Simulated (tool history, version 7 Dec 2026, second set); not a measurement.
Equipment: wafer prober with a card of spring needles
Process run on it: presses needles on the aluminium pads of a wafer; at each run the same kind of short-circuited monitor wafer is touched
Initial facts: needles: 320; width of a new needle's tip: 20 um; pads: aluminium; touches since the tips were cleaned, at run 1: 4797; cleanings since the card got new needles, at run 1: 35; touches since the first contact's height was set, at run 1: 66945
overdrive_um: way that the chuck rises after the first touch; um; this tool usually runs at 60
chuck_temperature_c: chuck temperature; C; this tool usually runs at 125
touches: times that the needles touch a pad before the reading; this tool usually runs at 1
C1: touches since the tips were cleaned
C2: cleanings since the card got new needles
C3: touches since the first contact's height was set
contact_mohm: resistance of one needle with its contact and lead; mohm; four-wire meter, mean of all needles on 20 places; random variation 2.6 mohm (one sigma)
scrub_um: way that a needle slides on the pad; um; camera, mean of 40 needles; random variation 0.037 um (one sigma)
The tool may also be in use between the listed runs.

Run 1, day 0: usual settings; C1 4797; C2 35; C3 66945. Result: contact_mohm 298 mohm, scrub_um 16.24 um.
At day 0.471: tips cleaned on abrasive film.
Run 2, day 0.862: usual settings; C1 2361; C2 36; C3 72115. Result: contact_mohm 304 mohm, scrub_um 16.28 um.
Run 3, day 1.558: usual settings but touches 3; C1 6529; C2 36; C3 76283. Result: contact_mohm 301 mohm, scrub_um 16.25 um.
At day 1.733: tips cleaned on abrasive film.
Run 4, day 2.512: usual settings but touches 3; C1 4672; C2 37; C3 81994. Result: contact_mohm 299 mohm, scrub_um 16.28 um.
At day 3.029: tips cleaned on abrasive film.
Run 5, day 3.708: usual settings but touches 3; C1 4080; C2 38; C3 89163. Result: contact_mohm 298 mohm, scrub_um 16.2 um.
At day 4.283: tips cleaned on abrasive film.
Run 6, day 4.433: usual settings but touches 3; C1 895; C2 39; C3 93485. Result: contact_mohm 300 mohm, scrub_um 16.24 um.
Run 7, day 4.988: usual settings but touches 3; C1 4242; C2 39; C3 96832. Result: contact_mohm 300 mohm, scrub_um 16.22 um.
At day 5.492: tips cleaned on abrasive film.
Run 8, day 6.254: usual settings but touches 3; C1 4585; C2 40; C3 104403. Result: contact_mohm 295 mohm, scrub_um 16.22 um.
At day 6.688: tips cleaned on abrasive film.
Run 9, day 7.371: usual settings but touches 3; C1 4116; C2 41; C3 111096. Result: contact_mohm 296 mohm, scrub_um 16.27 um.
At day 7.733: height of the first contact set anew.
At day 7.896: tips cleaned on abrasive film.
Run 10, day 8.496: usual settings but overdrive_um 63 um, touches 2; C1 3589; C2 42; C3 4541. Result: contact_mohm 296 mohm, scrub_um 17.01 um.
At day 9.138: tips cleaned on abrasive film.
Run 11, day 9.138: usual settings but overdrive_um 52 um, touches 2; C1 0; C2 43; C3 8375. Result: contact_mohm 303 mohm, scrub_um 14.02 um.

Predict the results of run 12:
Run 12, day 10.258: usual settings but overdrive_um 52 um, touches 2; C1 6757; C2 43; C3 15132. Result: contact_mohm ?, scrub_um ?.

contact_mohm: 300 mohm
scrub_um: 14.02 um
With no hidden state in the tool, this same run would have given contact_mohm 299 mohm, scrub_um 14.1 um.
